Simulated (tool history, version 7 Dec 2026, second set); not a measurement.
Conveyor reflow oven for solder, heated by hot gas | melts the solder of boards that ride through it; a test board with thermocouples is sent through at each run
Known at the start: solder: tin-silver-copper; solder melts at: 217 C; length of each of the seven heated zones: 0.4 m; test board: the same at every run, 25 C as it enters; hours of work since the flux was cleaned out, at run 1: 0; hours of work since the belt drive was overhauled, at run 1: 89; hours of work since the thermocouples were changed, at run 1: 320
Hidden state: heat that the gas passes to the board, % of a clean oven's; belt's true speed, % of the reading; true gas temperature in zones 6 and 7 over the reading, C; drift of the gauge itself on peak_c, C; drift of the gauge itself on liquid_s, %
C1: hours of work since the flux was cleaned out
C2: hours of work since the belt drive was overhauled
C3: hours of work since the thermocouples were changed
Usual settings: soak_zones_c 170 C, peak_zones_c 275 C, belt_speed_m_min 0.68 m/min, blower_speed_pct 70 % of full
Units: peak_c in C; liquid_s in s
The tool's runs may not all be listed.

run 1 hour=0 | soak_zones_c=170 peak_zones_c=275 belt_speed_m_min=0.68 blower_speed_pct=70 | C1=0 C2=89 C3=320 | peak_c=259.9 liquid_s=56
run 2 hour=43.3 | soak_zones_c=170 peak_zones_c=275 belt_speed_m_min=0.568 blower_speed_pct=70 | C1=25 C2=114 C3=345 | peak_c=264.7 liquid_s=72.1
run 3 hour=109.1 | soak_zones_c=170 peak_zones_c=275 belt_speed_m_min=0.68 blower_speed_pct=70 | C1=64 C2=152 C3=383 | peak_c=259.3 liquid_s=56.3
run 4 hour=145.5 | soak_zones_c=170 peak_zones_c=275 belt_speed_m_min=0.68 blower_speed_pct=70 | C1=85 C2=174 C3=404 | peak_c=258.5 liquid_s=56.4
run 5 hour=177.2 | soak_zones_c=170 peak_zones_c=275 belt_speed_m_min=0.751 blower_speed_pct=70 | C1=103 C2=192 C3=423 | peak_c=255 liquid_s=49.2
run 6 hour=213.6 | soak_zones_c=170 peak_zones_c=275 belt_speed_m_min=0.751 blower_speed_pct=70 | C1=124 C2=213 C3=444 | peak_c=254.9 liquid_s=48.7
run 7 hour=265.1 | soak_zones_c=170 peak_zones_c=276 belt_speed_m_min=0.68 blower_speed_pct=70 | C1=154 C2=243 C3=474 | peak_c=258.8 liquid_s=57.3
run 8 hour=313.2 | soak_zones_c=170 peak_zones_c=272 belt_speed_m_min=0.68 blower_speed_pct=70 | C1=182 C2=271 C3=502 | peak_c=255.2 liquid_s=53.8
run 9 hour=382.1 | soak_zones_c=170 peak_zones_c=275 belt_speed_m_min=0.68 blower_speed_pct=70 | C1=223 C2=311 C3=542 | peak_c=258.4 liquid_s=55.4
run 10 hour=449 | soak_zones_c=170 peak_zones_c=283 belt_speed_m_min=0.68 blower_speed_pct=70 | C1=261 C2=350 C3=581 | peak_c=264.7 liquid_s=59
run 11 hour=513.5 | soak_zones_c=170 peak_zones_c=275 belt_speed_m_min=0.68 blower_speed_pct=85 | C1=299 C2=388 C3=619 | peak_c=261 liquid_s=58
-- hour=524.5 flux residue cleaned out of gas plates and filters
run 12 hour=560.1 | soak_zones_c=170 peak_zones_c=275 belt_speed_m_min=0.68 blower_speed_pct=85 | C1=21 C2=412 C3=643 | peak_c=263.6 liquid_s=59.7
run 13 hour=629.1 | soak_zones_c=170 peak_zones_c=275 belt_speed_m_min=0.68 blower_speed_pct=85 | C1=61 C2=452 C3=683 | peak_c=263 liquid_s=59.7
run 14 hour=674.5 | soak_zones_c=170 peak_zones_c=275 belt_speed_m_min=0.68 blower_speed_pct=85 | C1=87 C2=479 C3=710 | peak_c=263.1 liquid_s=59.9
run 15 hour=711.7 | soak_zones_c=170 peak_zones_c=275 belt_speed_m_min=0.68 blower_speed_pct=85 | C1=109 C2=501 C3=731 | peak_c=262.9 liquid_s=59.7
run 16 hour=773.1 | soak_zones_c=170 peak_zones_c=275 belt_speed_m_min=0.804 blower_speed_pct=70 | C1=145 C2=536 C3=767 | peak_c=253.6 liquid_s=43.9
run 17 hour=836.9 | soak_zones_c=170 peak_zones_c=264 belt_speed_m_min=0.633 blower_speed_pct=70 | C1=182 C2=573 C3=804 | peak_c=251.9 liquid_s=55.9
run 18 hour=906.8 | soak_zones_c=178 peak_zones_c=278 belt_speed_m_min=0.587 blower_speed_pct=61 | C1=223 C2=614 C3=845 | peak_c=264.9 liquid_s=72.6
run 19 hour=943.2 | soak_zones_c=178 peak_zones_c=268 belt_speed_m_min=0.593 blower_speed_pct=71 | C1=244 C2=635 C3=866 | peak_c=258.2 liquid_s=68.3
run 20 hour=992.3 | soak_zones_c=178 peak_zones_c=268 belt_speed_m_min=0.593 blower_speed_pct=71 | C1=272 C2=664 C3=895 | peak_c=257.5 liquid_s=68
-- hour=1045.1 flux residue cleaned out of gas plates and filters
run 21 hour=1058.2 | soak_zones_c=178 peak_zones_c=289 belt_speed_m_min=0.593 blower_speed_pct=71 | C1=8 C2=699 C3=930 | peak_c=279.4 liquid_s=78.2
-- hour=1088.4 thermocouples of zones 6 and 7 changed
run 22 hour=1090 | soak_zones_c=178 peak_zones_c=270 belt_speed_m_min=0.807 blower_speed_pct=53 | C1=25 C2=717 C3=1 | peak_c=244.4 liquid_s=39.6
run 23 hour=1153.1 | soak_zones_c=170 peak_zones_c=278 belt_speed_m_min=0.668 blower_speed_pct=70 | C1=62 C2=753 C3=38 | peak_c=261.7 liquid_s=60
run 24 hour=1209.5 | soak_zones_c=178 peak_zones_c=278 belt_speed_m_min=0.668 blower_speed_pct=70 | C1=95 C2=786 C3=70 | peak_c=263.2 liquid_s=63.1
run 25 hour=1261.6 | soak_zones_c=178 peak_zones_c=279 belt_speed_m_min=0.668 blower_speed_pct=70 | C1=125 C2=817 C3=101 | peak_c=264.2 liquid_s=63.2
run 26 hour=1308.9 | soak_zones_c=178 peak_zones_c=279 belt_speed_m_min=0.668 blower_speed_pct=70 | C1=152 C2=844 C3=128 | peak_c=263.7 liquid_s=63.3
run 27 hour=1373.6 | soak_zones_c=178 peak_zones_c=268 belt_speed_m_min=0.791 blower_speed_pct=70 | C1=190 C2=882 C3=166 | peak_c=247.8 liquid_s=44.7
run 28 hour=1422.9 | soak_zones_c=178 peak_zones_c=268 belt_speed_m_min=0.812 blower_speed_pct=58 | C1=219 C2=911 C3=195 | peak_c=243.4 liquid_s=38.6
run 29 hour=1460.5 | soak_zones_c=157 peak_zones_c=269 belt_speed_m_min=0.793 blower_speed_pct=58 | C1=241 C2=933 C3=217 | peak_c=239.7 liquid_s=30.6
run 30 hour=1499.8 | soak_zones_c=157 peak_zones_c=269 belt_speed_m_min=0.793 blower_speed_pct=58 | C1=264 C2=955 C3=240 | peak_c=239.5 liquid_s=29.7
run 31 hour=1558.1 | soak_zones_c=157 peak_zones_c=269 belt_speed_m_min=0.793 blower_speed_pct=58 | C1=298 C2=989 C3=274 | peak_c=239.4 liquid_s=30.4
-- hour=1567.7 flux residue cleaned out of gas plates and filters
run 32 hour=1633.1 | soak_zones_c=165 peak_zones_c=277 belt_speed_m_min=0.626 blower_speed_pct=85 | C1=38 C2=1030 C3=314 | peak_c=267.1 liquid_s=65.7

3 ways to go on from here, each from the tool as it stands after run 32. What would each give?
run A hour=1664.9 | soak_zones_c=171 peak_zones_c=277 belt_speed_m_min=0.626 blower_speed_pct=85 | C1=57 C2=1049 C3=333 | peak_c=? liquid_s=?
run B hour=1664.9 | soak_zones_c=179 peak_zones_c=263 belt_speed_m_min=0.723 blower_speed_pct=70 | C1=57 C2=1049 C3=333 | peak_c=? liquid_s=?
run C hour=1664.9 | soak_zones_c=167 peak_zones_c=277 belt_speed_m_min=0.626 blower_speed_pct=85 | C1=57 C2=1049 C3=333 | peak_c=? liquid_s=?

run=A peak_c=266.4 liquid_s=69
run=B peak_c=248.2 liquid_s=50.1
run=C peak_c=267.2 liquid_s=67.4
Without the tool's hidden state the same runs would have given:
run=A peak_c=266.2 liquid_s=66.6
run=B peak_c=247.8 liquid_s=48.2
run=C peak_c=267.1 liquid_s=65.1
